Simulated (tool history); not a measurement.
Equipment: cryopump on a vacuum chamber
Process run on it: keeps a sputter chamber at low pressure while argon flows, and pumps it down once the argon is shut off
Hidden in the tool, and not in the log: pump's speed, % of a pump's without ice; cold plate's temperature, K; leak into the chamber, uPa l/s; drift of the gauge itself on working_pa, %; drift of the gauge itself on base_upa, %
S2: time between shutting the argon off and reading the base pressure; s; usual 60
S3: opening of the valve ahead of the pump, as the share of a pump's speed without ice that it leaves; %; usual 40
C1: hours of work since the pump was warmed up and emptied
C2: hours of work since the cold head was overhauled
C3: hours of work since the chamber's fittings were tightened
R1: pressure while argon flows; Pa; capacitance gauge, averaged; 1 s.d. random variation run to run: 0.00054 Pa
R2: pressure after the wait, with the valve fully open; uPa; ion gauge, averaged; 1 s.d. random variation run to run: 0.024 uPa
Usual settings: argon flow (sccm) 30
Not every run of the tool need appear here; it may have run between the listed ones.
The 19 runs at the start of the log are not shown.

Run 20, hour 267.6: usual settings but argon flow (sccm) 27, S2 157 s, S3 48 %; C1 52; C2 354; C3 2294. Result: R1 0.0411 Pa, R2 1.41 uPa.
Run 21, hour 285.3: usual settings but argon flow (sccm) 27, S2 157 s, S3 48 %; C1 66; C2 368; C3 2308. Result: R1 0.0415 Pa, R2 1.38 uPa.
Run 22, hour 298.2: usual settings but argon flow (sccm) 27, S2 157 s, S3 48 %; C1 76; C2 378; C3 2318. Result: R1 0.0426 Pa, R2 1.42 uPa.
Run 23, hour 315.3: usual settings but argon flow (sccm) 37, S3 51 %; C1 90; C2 391; C3 2332. Result: R1 0.0545 Pa, R2 1.92 uPa.
Run 24, hour 333.4: usual settings but S2 71 s; C1 104; C2 406; C3 2346. Result: R1 0.0559 Pa, R2 1.87 uPa.
Run 25, hour 342.6: usual settings but argon flow (sccm) 35; C1 112; C2 413; C3 2353. Result: R1 0.0660 Pa, R2 1.94 uPa.
Run 26, hour 357.7: usual settings but argon flow (sccm) 52, S2 277 s, S3 33 %; C1 124; C2 425; C3 2365. Result: R1 0.1173 Pa, R2 1.40 uPa.
Run 27, hour 366.4: usual settings but argon flow (sccm) 45, S2 35 s, S3 32 %; C1 131; C2 432; C3 2372. Result: R1 0.1054 Pa, R2 2.40 uPa.
Run 28, hour 379.4: usual settings but S2 229 s; C1 141; C2 442; C3 2382. Result: R1 0.0577 Pa, R2 1.45 uPa.
Run 29, hour 391.1: usual settings but S2 45 s, S3 53 %; C1 150; C2 451; C3 2392. Result: R1 0.0446 Pa, R2 2.20 uPa.
Run 30, hour 399.0: usual settings but S2 69 s, S3 53 %; C1 156; C2 458; C3 2398. Result: R1 0.0446 Pa, R2 1.94 uPa.
Run 31, hour 411.7: usual settings but argon flow (sccm) 14, S2 69 s, S3 53 %; C1 166; C2 468; C3 2408. Result: R1 0.0212 Pa, R2 2.01 uPa.
Run 32, hour 424.4: usual settings but argon flow (sccm) 31, S2 85 s, S3 53 %; C1 177; C2 478; C3 2418. Result: R1 0.0464 Pa, R2 1.86 uPa.
Run 33, hour 433.7: usual settings but argon flow (sccm) 56, S2 85 s, S3 42 %; C1 184; C2 485; C3 2425. Result: R1 0.1040 Pa, R2 1.83 uPa.
Run 34, hour 451.6: usual settings but argon flow (sccm) 27, S3 43 %; C1 198; C2 499; C3 2440. Result: R1 0.0492 Pa, R2 2.07 uPa.

What if the next run were any one of these 4? Each begins from the tool's condition after run 34:
Run A, hour 462.2: usual settings but argon flow (sccm) 39, S2 156 s, S3 26 %; C1 206; C2 508; C3 2448. Result: R1 ?, R2 ?.
Run B, hour 462.2: usual settings but S2 289 s; C1 206; C2 508; C3 2448. Result: R1 ?, R2 ?.
Run C, hour 462.2: usual settings but S2 82 s, S3 42 %; C1 206; C2 508; C3 2448. Result: R1 ?, R2 ?.
Run D, hour 462.2: usual settings but argon flow (sccm) 14, S2 98 s, S3 43 %; C1 206; C2 508; C3 2448. Result: R1 ?, R2 ?.

run      R1    R2
  A  0.1153  1.68
  B  0.0592  1.60
  C  0.0571  1.95
  D  0.0262  1.90
Take away the tool's hidden state, keep each run's random variation, and the runs would have read:
run      R1    R2
  A  0.1077  0.39
  B  0.0534  0.28
  C  0.0513  0.65
  D  0.0235  0.58

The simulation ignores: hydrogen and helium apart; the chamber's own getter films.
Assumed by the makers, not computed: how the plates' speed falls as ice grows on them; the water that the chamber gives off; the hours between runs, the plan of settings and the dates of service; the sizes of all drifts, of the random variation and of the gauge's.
